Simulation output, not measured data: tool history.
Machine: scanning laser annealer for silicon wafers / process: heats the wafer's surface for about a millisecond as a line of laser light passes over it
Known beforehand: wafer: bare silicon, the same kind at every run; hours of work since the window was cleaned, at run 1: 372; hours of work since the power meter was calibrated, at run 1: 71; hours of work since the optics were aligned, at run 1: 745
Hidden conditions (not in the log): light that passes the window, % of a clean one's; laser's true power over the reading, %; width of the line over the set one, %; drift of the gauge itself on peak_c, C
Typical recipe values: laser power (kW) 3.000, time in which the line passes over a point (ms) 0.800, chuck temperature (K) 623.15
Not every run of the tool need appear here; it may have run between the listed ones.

run	hour	laser power (kW)	time in which the line passes over a point (ms)	chuck temperature (K)	hours of work since the window was cleaned	hours of work since the power meter was calibrated	hours of work since the optics were aligned	highest temperature of the surface (K)
1	0.0	3.000	0.800	623.15	372	71	745	1432.15
2	4.7	3.000	0.800	623.15	374	73	747	1435.15
3	13.3	3.000	0.721	623.15	378	77	751	1395.15
4	18.4	2.967	0.800	623.15	381	80	753	1424.15
5	25.7	2.967	0.800	623.15	384	83	757	1426.15
6	32.6	2.967	0.800	623.15	387	86	760	1422.15
7	41.9	3.000	0.800	623.15	392	91	764	1433.15
8	47.6	3.000	0.800	607.15	394	93	767	1416.15
9	54.7	3.000	0.800	607.15	398	97	770	1414.15
10	61.7	3.000	0.800	607.15	401	100	773	1412.15
11	69.5	3.000	0.800	624.15	405	104	777	1431.15
12	78.8	3.000	0.800	621.15	409	108	781	1428.15
13	84.0	3.000	0.800	663.15	411	110	784	1472.15
14	89.7	3.000	0.800	623.15	414	113	786	1433.15
15	95.8	3.000	0.796	589.15	417	116	789	1398.15
16	101.9	3.000	0.796	589.15	420	119	792	1394.15
17	106.3	3.000	0.796	589.15	422	121	794	1394.15
18	112.8	3.000	0.831	624.15	425	124	797	1444.15
19	121.4	3.158	0.831	620.15	429	128	801	1481.15
20	130.2	3.158	0.831	620.15	433	132	805	1479.15
21	136.7	3.287	0.574	634.15	436	135	808	1389.15
22	145.6	3.000	0.800	600.15	440	139	813	1404.15
23	151.6	2.984	0.800	602.15	443	142	815	1404.15
24	155.7	2.984	0.800	602.15	445	144	817	1404.15
25	164.6	3.216	0.800	613.15	449	148	821	1471.15
26	169.6	2.762	0.578	639.15	451	150	824	1276.15
27	174.3	3.000	0.991	596.15	454	153	826	1485.15

Estimate the outcome of run 28 from the log above:
28	178.1	3.000	0.672	630.15	455	154	828	?

Logged for run 28: highest temperature of the surface (K) 1375.15.
Were there no unlogged condition in the tool, this run, its random variation unchanged, would have produced highest temperature of the surface (K) 1409.15.

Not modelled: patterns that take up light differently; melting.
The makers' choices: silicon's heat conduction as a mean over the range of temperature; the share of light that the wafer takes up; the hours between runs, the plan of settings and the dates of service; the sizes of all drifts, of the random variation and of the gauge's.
